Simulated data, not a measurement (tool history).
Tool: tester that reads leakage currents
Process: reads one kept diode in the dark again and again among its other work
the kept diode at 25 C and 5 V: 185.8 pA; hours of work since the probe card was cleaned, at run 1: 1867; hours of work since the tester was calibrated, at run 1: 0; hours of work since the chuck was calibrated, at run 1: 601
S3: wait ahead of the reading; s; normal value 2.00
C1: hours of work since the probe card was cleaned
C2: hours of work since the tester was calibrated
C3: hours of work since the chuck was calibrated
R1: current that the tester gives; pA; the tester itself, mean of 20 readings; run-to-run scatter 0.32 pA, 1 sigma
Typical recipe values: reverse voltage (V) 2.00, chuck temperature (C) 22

Run 1, hour 0.0: usual settings; C1 1867; C2 0; C3 601. Result: R1 106.01 pA.
Run 2, hour 264.4: usual settings but S3 1.83 s; C1 1975; C2 108; C3 709. Result: R1 105.79 pA.
Run 3, hour 453.3: usual settings but reverse voltage (V) 4.67; C1 2052; C2 185; C3 786. Result: R1 139.34 pA.
Run 4, hour 665.0: usual settings but reverse voltage (V) 4.67; C1 2139; C2 271; C3 873. Result: R1 138.40 pA.
Run 5, hour 958.4: usual settings but reverse voltage (V) 1.47; C1 2258; C2 391; C3 992. Result: R1 94.48 pA.
Run 6, hour 1185.4: usual settings but reverse voltage (V) 1.47; C1 2351; C2 484; C3 1085. Result: R1 94.27 pA.
Run 7, hour 1368.9: usual settings but reverse voltage (V) 1.47; C1 2426; C2 558; C3 1160. Result: R1 93.11 pA.
Run 8, hour 1510.2: usual settings but reverse voltage (V) 1.47; C1 2483; C2 616; C3 1217. Result: R1 93.83 pA.
Run 9, hour 1637.6: usual settings but reverse voltage (V) 1.47; C1 2535; C2 668; C3 1269. Result: R1 93.05 pA.
Run 10, hour 1919.7: usual settings but reverse voltage (V) 1.47; C1 2650; C2 783; C3 1385. Result: R1 92.58 pA.
Run 11, hour 2201.0: usual settings but reverse voltage (V) 1.47; C1 2765; C2 898; C3 1499. Result: R1 91.99 pA.
Run 12, hour 2462.6: usual settings but reverse voltage (V) 1.47; C1 2872; C2 1005; C3 1606. Result: R1 92.09 pA.
At hour 2554.7: chuck's temperature calibrated.
Run 13, hour 2732.8: usual settings but reverse voltage (V) 1.47; C1 2981; C2 1114; C3 73. Result: R1 96.02 pA.
Run 14, hour 2851.4: usual settings but reverse voltage (V) 1.03; C1 3030; C2 1162; C3 121. Result: R1 85.68 pA.
Run 15, hour 3008.4: usual settings but reverse voltage (V) 1.03; C1 3094; C2 1227; C3 185. Result: R1 85.28 pA.
Run 16, hour 3177.2: usual settings but reverse voltage (V) 1.78; C1 3163; C2 1295; C3 254. Result: R1 101.17 pA.
Run 17, hour 3423.3: usual settings; C1 3263; C2 1396; C3 354. Result: R1 105.11 pA.
Run 18, hour 3628.3: usual settings but chuck temperature (C) 34; C1 3347; C2 1479; C3 438. Result: R1 296.58 pA.
Run 19, hour 3911.5: usual settings; C1 3462; C2 1595; C3 554. Result: R1 103.56 pA.
Run 20, hour 4049.5: usual settings but reverse voltage (V) 10.80; C1 3518; C2 1651; C3 610. Result: R1 182.27 pA.
Run 21, hour 4212.9: usual settings but reverse voltage (V) 1.17, S3 2.79 s; C1 3585; C2 1718; C3 676. Result: R1 86.37 pA.
Run 22, hour 4434.0: usual settings but reverse voltage (V) 1.17, S3 2.79 s; C1 3675; C2 1808; C3 767. Result: R1 86.13 pA.
Run 23, hour 4725.8: usual settings but reverse voltage (V) 11.27, S3 1.57 s; C1 3794; C2 1927; C3 886. Result: R1 184.84 pA.
At hour 4898.4: probe card cleaned and baked.
Run 24, hour 4987.9: usual settings but reverse voltage (V) 5.20, S3 5.34 s; C1 37; C2 2033; C3 991. Result: R1 135.05 pA.
Run 25, hour 5271.4: usual settings but reverse voltage (V) 5.20, S3 5.34 s; C1 152; C2 2148; C3 1107. Result: R1 133.95 pA.
Run 26, hour 5459.6: usual settings but reverse voltage (V) 5.20, S3 5.34 s; C1 229; C2 2225; C3 1184. Result: R1 134.30 pA.
Run 27, hour 5637.3: usual settings but reverse voltage (V) 13.23, S3 0.61 s; C1 301; C2 2298; C3 1256. Result: R1 186.34 pA.
Run 28, hour 5845.1: usual settings but reverse voltage (V) 1.98, chuck temperature (C) 28; C1 386; C2 2383; C3 1341. Result: R1 168.26 pA.
Run 29, hour 6102.6: usual settings but reverse voltage (V) 1.98, chuck temperature (C) 59; C1 491; C2 2488; C3 1446. Result: R1 2015.20 pA.
Run 30, hour 6281.3: usual settings but reverse voltage (V) 16.46, chuck temperature (C) 59, S3 1.18 s; C1 564; C2 2561; C3 1519. Result: R1 3906.16 pA.
Run 31, hour 6436.5: usual settings but reverse voltage (V) 16.46, chuck temperature (C) 59, S3 4.22 s; C1 627; C2 2624; C3 1582. Result: R1 3892.34 pA.
At hour 6582.7: chuck's temperature calibrated.
Run 32, hour 6582.7: usual settings but reverse voltage (V) 3.03; C1 686; C2 2683; C3 0. Result: R1 117.78 pA.
Run 33, hour 6731.0: usual settings but reverse voltage (V) 2.03, chuck temperature (C) 28, S3 0.49 s; C1 747; C2 2743; C3 61. Result: R1 176.99 pA.
Run 34, hour 6975.4: usual settings but reverse voltage (V) 3.99, chuck temperature (C) 37, S3 0.49 s; C1 847; C2 2843; C3 160. Result: R1 472.24 pA.
At hour 7068.1: tester calibrated.
Run 35, hour 7226.2: usual settings but reverse voltage (V) 18.79, chuck temperature (C) 23, S3 2.15 s; C1 948; C2 64; C3 262. Result: R1 236.72 pA.
Run 36, hour 7381.1: usual settings but reverse voltage (V) 18.79, chuck temperature (C) 23, S3 2.15 s; C1 1011; C2 128; C3 325. Result: R1 236.94 pA.
Run 37, hour 7505.8: usual settings but reverse voltage (V) 3.16, chuck temperature (C) 23, S3 3.61 s; C1 1062; C2 179; C3 376. Result: R1 131.86 pA.
Run 38, hour 7643.3: usual settings but reverse voltage (V) 3.09, chuck temperature (C) 21, S3 3.65 s; C1 1118; C2 235; C3 432. Result: R1 108.96 pA.
Run 39, hour 7896.4: usual settings but reverse voltage (V) 3.09, chuck temperature (C) 21, S3 3.65 s; C1 1221; C2 338; C3 535. Result: R1 108.46 pA.

For each run, the measured value with the value that run would have given without the tool's hidden condition subtracted. The run-to-run variation is shared by both, the gauge scatter possibly not:
What the log doesn't record here: stray current of the dirty probe card, pA a volt; current scale over the true one, %; true chuck temperature over the reading, C; drift of the gauge itself on leakage_pa, %.
run       R1
  1    -0.11
  2    -0.58
  3    -0.30
  4    -0.80
  5    -1.91
  6    -2.30
  7    -2.61
  8    -2.93
  9    -3.11
 10    -3.58
 11    -4.03
 12    -4.51
 13    -0.32
 14    -0.69
 15    -0.94
 16    -1.08
 17    -1.47
 18    -7.65
 19    -2.40
 20    +1.16
 21    -2.89
 22    -3.26
 23    -0.28
 24    -8.16
 25    -8.77
 26    -9.23
 27   -12.69
 28   -12.75
 29  -143.69
 30  -289.12
 31  -298.32
 32    -3.33
 33    -5.80
 34   -17.63
 35    -0.36
 36    -0.75
 37    -2.38
 38    -2.15
 39    -2.65
